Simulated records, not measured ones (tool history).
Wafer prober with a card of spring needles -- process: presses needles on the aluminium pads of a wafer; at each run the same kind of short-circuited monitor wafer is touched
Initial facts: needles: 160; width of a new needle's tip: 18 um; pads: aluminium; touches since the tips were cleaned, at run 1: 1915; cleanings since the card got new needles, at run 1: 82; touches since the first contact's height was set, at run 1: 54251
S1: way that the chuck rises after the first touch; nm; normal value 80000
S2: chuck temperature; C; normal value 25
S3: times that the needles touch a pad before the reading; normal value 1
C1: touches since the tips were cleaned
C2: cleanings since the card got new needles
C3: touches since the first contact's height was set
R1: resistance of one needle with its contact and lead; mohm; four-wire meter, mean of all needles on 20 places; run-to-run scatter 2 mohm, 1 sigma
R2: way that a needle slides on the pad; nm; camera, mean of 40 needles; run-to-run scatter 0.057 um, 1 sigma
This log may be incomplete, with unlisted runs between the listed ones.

run   hour     S1   S2  S3    C1   C2      C3   R1     R2
  1      0  80000   25   1  1915   82   54251  259  18980
      10.4  -- tips cleaned on abrasive film
      26.9  -- tips cleaned on abrasive film
  2   31.8  80000   25   1  1383   84   63200  259  18940
      44.2  -- tips cleaned on abrasive film
  3     54  80000   25   1  2769   85   69427  272  18920
      60.9  -- tips cleaned on abrasive film
  4   71.6  80000   25   1  3020   86   74395  277  18940
      78.1  -- tips cleaned on abrasive film
        95  -- tips cleaned on abrasive film
  5   95.7  74000   25   1   220   88   81162  241  17450
     113.3  -- tips cleaned on abrasive film
  6  120.6  74000   25   1  2074   89   88172  272  17430
       131  -- tips cleaned on abrasive film
     147.4  -- tips cleaned on abrasive film
  7  147.5  80000   92   1    49   91   95725  248  18820
     165.5  -- tips cleaned on abrasive film
  8  172.6  80000   25   1  2002   92  102775  269  18800
       185  -- tips cleaned on abrasive film
  9  200.9  80000   25   1  4491   93  110760  298  18800
     203.5  -- tips cleaned on abrasive film
     220.2  -- tips cleaned on abrasive film
     220.5  -- height of the first contact set anew
 10  232.2  80000   25   1  3306   95    3306  277  19120
       238  -- tips cleaned on abrasive film
 11  250.9  80000   25   1  3641   96    8570  288  19110
     255.6  -- tips cleaned on abrasive film
     272.5  -- tips cleaned on abrasive film
 12  274.5  80000   25   1   579   98   15199  242  19080
     290.5  -- tips cleaned on abrasive film
 13  296.1  80000   25   1  1608   99   21286  262  19090
     309.7  -- tips cleaned on abrasive film
 14  312.4  80000   25   1   760  100   25862  248  19100
     328.1  -- tips cleaned on abrasive film
 15  336.7  80000   25   1  2435  101   32701  271  19020
     345.3  -- tips cleaned on abrasive film
 16  360.6  80000   25   1  4340  102   39440  285  19020
     362.8  -- tips cleaned on abrasive film
     379.9  -- tips cleaned on abrasive film
 17  395.1  80000   25   1  4309  104   49150  293  19060
     398.9  -- tips cleaned on abrasive film
     417.3  -- tips cleaned on abrasive film
 18  433.1  80000   25   1  4463  106   59819  295  18910
     435.6  -- tips cleaned on abrasive film
     452.4  -- tips cleaned on abrasive film
 19  463.6  71000   40   2  3157  108   68388  267  16730
     472.3  -- tips cleaned on abrasive film
     489.3  -- tips cleaned on abrasive film
 20  489.3  90000   38   1     0  110   75608  231  21320
     507.1  -- tips cleaned on abrasive film
 21    518  90000   38   1  3067  111   83695  273  21340
     523.8  -- tips cleaned on abrasive film
 22  534.8  61000   25   1  3118  112   88424  329  14390
     541.5  -- tips cleaned on abrasive film
     558.5  -- tips cleaned on abrasive film
 23  565.3  61000   25   1  1917  114   97003  298  14290
     575.2  -- tips cleaned on abrasive film
 24  582.6  77000  124   1  2087  115  101852  300  18060
     592.2  -- tips cleaned on abrasive film
 25  604.1  65000  124   2  3375  116  107909  311  15190
     608.7  -- tips cleaned on abrasive film
 26  622.1  65000  124   2  3765  117  112966  311  15170
     627.4  -- tips cleaned on abrasive film
     634.1  -- height of the first contact set anew
 27  642.6  65000  124   2  4223  118    2409  313  15580
     644.8  -- tips cleaned on abrasive film
 28  660.3  66000  110   2  4405  119    7396  308  15760

For run 29, what comes out?
     662.9  -- tips cleaned on abrasive film
     680.2  -- tips cleaned on abrasive film
 29  688.6  99000  103   2  2386  121  15335   ?   ?

R1: 258 mohm
R2: 23630 nm
Were there no unlogged condition in the tool, this run, its random variation unchanged, would have produced R1 237 mohm, R2 23680 nm.
